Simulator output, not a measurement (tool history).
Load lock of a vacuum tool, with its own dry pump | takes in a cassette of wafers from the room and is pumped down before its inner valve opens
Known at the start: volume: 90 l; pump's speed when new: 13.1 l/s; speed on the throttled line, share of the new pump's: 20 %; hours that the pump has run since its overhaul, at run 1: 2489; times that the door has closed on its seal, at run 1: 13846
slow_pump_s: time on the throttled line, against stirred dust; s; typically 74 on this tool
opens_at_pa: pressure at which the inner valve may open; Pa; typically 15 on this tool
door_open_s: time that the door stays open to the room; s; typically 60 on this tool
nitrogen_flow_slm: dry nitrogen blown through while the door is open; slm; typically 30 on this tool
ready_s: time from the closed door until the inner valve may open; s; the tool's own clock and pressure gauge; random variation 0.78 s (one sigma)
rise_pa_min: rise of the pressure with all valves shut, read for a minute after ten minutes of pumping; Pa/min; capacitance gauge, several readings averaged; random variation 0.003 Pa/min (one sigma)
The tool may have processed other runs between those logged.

run	day	slow_pump_s	opens_at_pa	door_open_s	nitrogen_flow_slm	hours that the pump has run since its overhaul	times that the door has closed on its seal	incoming humidity of the room's air, %	ready_s	rise_pa_min
1	0	74	15	60	30	2489	13846	45.3	122.8	0.091
2	21.592	59	15	60	30	3007	15345	43.3	111.2	0.104
3	32.879	74	15	60	30	3278	16128	44.6	122.7	0.111
4	44.117	74	15	60	30	3547	16909	43.6	122.5	0.113
5	67.521	74	15	60	30	4109	18534	44.4	124.2	0.129
6	87.825	74	15	60	30	4596	19943	46.4	123.8	0.156
7	105.85	62	15	60	30	5029	21195	44.8	115.1	0.165
8	122.808	62	15	213	30	5436	22372	45.7	116.4	0.214
# day 145.138: door's seal changed, seat wiped
9	145.196	62	15	213	30	5972	4	43.5	115.5	0.053
10	168.092	62	15	213	30	6521	1594	46.3	118.8	0.063
11	178.433	74	15	60	30	6769	2311	43.5	127.2	0.024
12	189.654	74	15	60	30	7039	3090	43.8	128	0.028
13	205.771	74	15	60	30	7426	4209	44.4	127.2	0.035
14	219.138	74	15	60	30	7746	5137	45.1	128.6	0.039
15	240.2	74	15	36	30	8252	6600	45.3	127.3	0.037
16	256.088	74	15	36	30	8633	7703	43.6	128	0.036
17	271.546	74	15	36	30	9004	8776	45.1	129.4	0.052
18	286.662	74	15	36	30	9367	9825	45.8	129.6	0.056
19	307.588	90	15	60	19	9869	11278	43.6	141.3	0.078
20	328.062	90	15	60	19	10361	12700	47.1	141.2	0.089
21	342.079	74	30	60	7	10697	13673	42.9	124	0.097
22	365.425	74	30	60	7	11257	15294	45.9	126.3	0.113
23	375.625	51	22	60	7	11502	16002	39.7	112.2	0.119
24	389.308	51	22	47	7	11831	16952	45.3	112	0.125
25	413.942	43	15	26	4	12422	18662	47.3	109.4	0.132
26	426.254	73	10	118	9	12717	19517	44.3	134.8	0.179
27	437.388	67	15	103	8	12984	20290	44.2	127.9	0.182
28	456.238	72	11	225	13	13437	21599	45.2	135.2	0.229
29	473.662	74	26	60	9	13855	22808	45.9	129.1	0.185
# day 489.35: door's seal changed, seat wiped
30	490.442	74	11	60	9	14256	76	44.2	137.5	0.037
31	510.933	74	29	60	30	14748	1498	41.8	129	0.02
32	527.754	74	29	60	30	15152	2666	44.1	128.4	0.028
33	551.379	74	22	60	11	15719	4306	47.4	133	0.045
34	563.858	74	22	60	11	16018	5173	47.4	133.4	0.051
35	579.729	74	22	60	11	16399	6275	45.5	135.1	0.053
# day 590.717: dry pump taken out, an overhauled one fitted
36	595.171	74	22	60	11	107	7329	44.8	116	0.06

Hidden state or all else? Some run-to-run changes of ready_s, split into what the settings, what came in and random variation would give without the hidden state, and what is left for the hidden state (with any gauge scatter that isn't in both results):
The tool's hidden condition here consists of: pump's speed, % of a new pump's; leak at the door's seal, Pa l/s; drift of the gauge itself on ready_s, %; drift of the gauge itself on rise_pa_min, %.
Run 20 -> 21: slow_pump_s 90 -> 74, opens_at_pa 15 -> 30, nitrogen_flow_slm 19 -> 7. ready_s -17.2 s: hidden state +0, all else -17.2.
Run 22 -> 23: slow_pump_s 74 -> 51, opens_at_pa 30 -> 22. ready_s -14.1 s: hidden state +2.1, all else -16.2.
Run 25 -> 26: slow_pump_s 43 -> 73, opens_at_pa 15 -> 10, door_open_s 26 -> 118, nitrogen_flow_slm 4 -> 9. ready_s +25.4 s: hidden state -0.6, all else +26.
Run 29 -> 30: opens_at_pa 26 -> 11, door's seal changed, seat wiped. ready_s +8.4 s: hidden state +2.6, all else +5.8.
Run 35 -> 36: dry pump taken out, an overhauled one fitted. ready_s -19.1 s: hidden state -18, all else -1.1.
